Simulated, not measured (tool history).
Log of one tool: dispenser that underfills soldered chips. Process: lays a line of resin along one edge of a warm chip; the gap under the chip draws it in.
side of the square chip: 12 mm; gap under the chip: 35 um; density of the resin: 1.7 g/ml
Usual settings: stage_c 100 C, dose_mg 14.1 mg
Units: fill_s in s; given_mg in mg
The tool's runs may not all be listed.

run 1 day=0 | stage_c=100 dose_mg=14.1 | fill_s=168.1 given_mg=13.85
run 2 day=0.179 | stage_c=100 dose_mg=14.8 | fill_s=214 given_mg=14.38
-- day=0.4 new syringe of resin
run 3 day=0.412 | stage_c=112 dose_mg=14.8 | fill_s=74.1 given_mg=14.51
run 4 day=0.567 | stage_c=112 dose_mg=14.8 | fill_s=91.5 given_mg=14.4
run 5 day=0.721 | stage_c=100 dose_mg=14.7 | fill_s=181 given_mg=14.34
run 6 day=0.967 | stage_c=100 dose_mg=14.7 | fill_s=259.3 given_mg=14.23
-- day=1.042 new syringe of resin
run 7 day=1.15 | stage_c=100 dose_mg=14.7 | fill_s=134.9 given_mg=14.2
run 8 day=1.379 | stage_c=100 dose_mg=14.7 | fill_s=187.3 given_mg=14.23
run 9 day=1.567 | stage_c=100 dose_mg=14.7 | fill_s=239.7 given_mg=14.15
-- day=1.683 new syringe of resin
run 10 day=1.721 | stage_c=99 dose_mg=14.1 | fill_s=128.7 given_mg=13.48
run 11 day=1.996 | stage_c=100 dose_mg=17.4 | fill_s=181.2 given_mg=16.75
-- day=2.262 stage's temperature calibrated
run 12 day=2.308 | stage_c=100 dose_mg=12.6 | fill_s=295.5 given_mg=12.09
-- day=2.371 new syringe of resin
run 13 day=2.542 | stage_c=100 dose_mg=12.6 | fill_s=166.9 given_mg=11.99
run 14 day=2.779 | stage_c=100 dose_mg=12.6 | fill_s=224.5 given_mg=11.95
-- day=2.992 dispensing valve cleaned and set on the balance
run 15 day=2.992 | stage_c=100 dose_mg=14.1 | fill_s=283.8 given_mg=13.99
-- day=3.05 new syringe of resin
run 16 day=3.2 | stage_c=100 dose_mg=12.5 | fill_s=159.8 given_mg=12.39
run 17 day=3.429 | stage_c=100 dose_mg=12.5 | fill_s=214.5 given_mg=12.46
-- day=3.7 new syringe of resin
run 18 day=3.767 | stage_c=100 dose_mg=16 | fill_s=134 given_mg=15.85
run 19 day=4.062 | stage_c=87 dose_mg=12.8 | fill_s=361 given_mg=12.6
-- day=4.354 new syringe of resin
run 20 day=4.367 | stage_c=98 dose_mg=16.9 | fill_s=136.2 given_mg=16.68
run 21 day=4.65 | stage_c=89 dose_mg=17.8 | fill_s=295.5 given_mg=17.6
run 22 day=4.825 | stage_c=108 dose_mg=12.1 | fill_s=180.8 given_mg=11.77
-- day=5.004 new syringe of resin
run 23 day=5.042 | stage_c=107 dose_mg=12.1 | fill_s=97.6 given_mg=11.98
run 24 day=5.254 | stage_c=101 dose_mg=17.1 | fill_s=162.4 given_mg=16.65
run 25 day=5.446 | stage_c=89 dose_mg=14.1 | fill_s=355.4 given_mg=13.82
-- day=5.667 new syringe of resin
run 26 day=5.779 | stage_c=100 dose_mg=15.4 | fill_s=141 given_mg=14.89
run 27 day=5.95 | stage_c=100 dose_mg=15.4 | fill_s=182.1 given_mg=14.9
run 28 day=6.212 | stage_c=100 dose_mg=17.8 | fill_s=260.3 given_mg=17.28
-- day=6.312 new syringe of resin
run 29 day=6.442 | stage_c=100 dose_mg=14.9 | fill_s=150.4 given_mg=14.43
run 30 day=6.642 | stage_c=100 dose_mg=14.9 | fill_s=196.8 given_mg=14.35
run 31 day=6.879 | stage_c=105 dose_mg=12.5 | fill_s=230.1 given_mg=11.95
-- day=6.962 new syringe of resin
run 32 day=7.188 | stage_c=105 dose_mg=12.5 | fill_s=144.4 given_mg=11.88
run 33 day=7.5 | stage_c=105 dose_mg=12.5 | fill_s=219.2 given_mg=11.9
-- day=7.6 new syringe of resin
-- day=7.796 dispensing valve cleaned and set on the balance
run 34 day=7.796 | stage_c=105 dose_mg=12.5 | fill_s=125.6 given_mg=12.41
run 35 day=8.029 | stage_c=108 dose_mg=14.1 | fill_s=149.9 given_mg=14.13
run 36 day=8.175 | stage_c=108 dose_mg=14.6 | fill_s=188 given_mg=14.66

4 ways to go on from here, each from the tool as it stands after run 36. What would each give?
-- day=8.292 new syringe of resin
run A day=8.517 | stage_c=87 dose_mg=16.7 | fill_s=? given_mg=?
-- day=8.292 new syringe of resin
run B day=8.517 | stage_c=107 dose_mg=13.1 | fill_s=? given_mg=?
-- day=8.292 new syringe of resin
run C day=8.517 | stage_c=92 dose_mg=14.6 | fill_s=? given_mg=?
-- day=8.292 new syringe of resin
run D day=8.517 | stage_c=108 dose_mg=14.6 | fill_s=? given_mg=?

run=A fill_s=288.1 given_mg=16.48
run=B fill_s=127.4 given_mg=12.92
run=C fill_s=234.2 given_mg=14.43
run=D fill_s=121.1 given_mg=14.6
Without the tool's hidden state the same runs would have given:
run=A fill_s=219 given_mg=16.58
run=B fill_s=96.3 given_mg=12.99
run=C fill_s=177.8 given_mg=14.51
run=D fill_s=91.7 given_mg=14.69
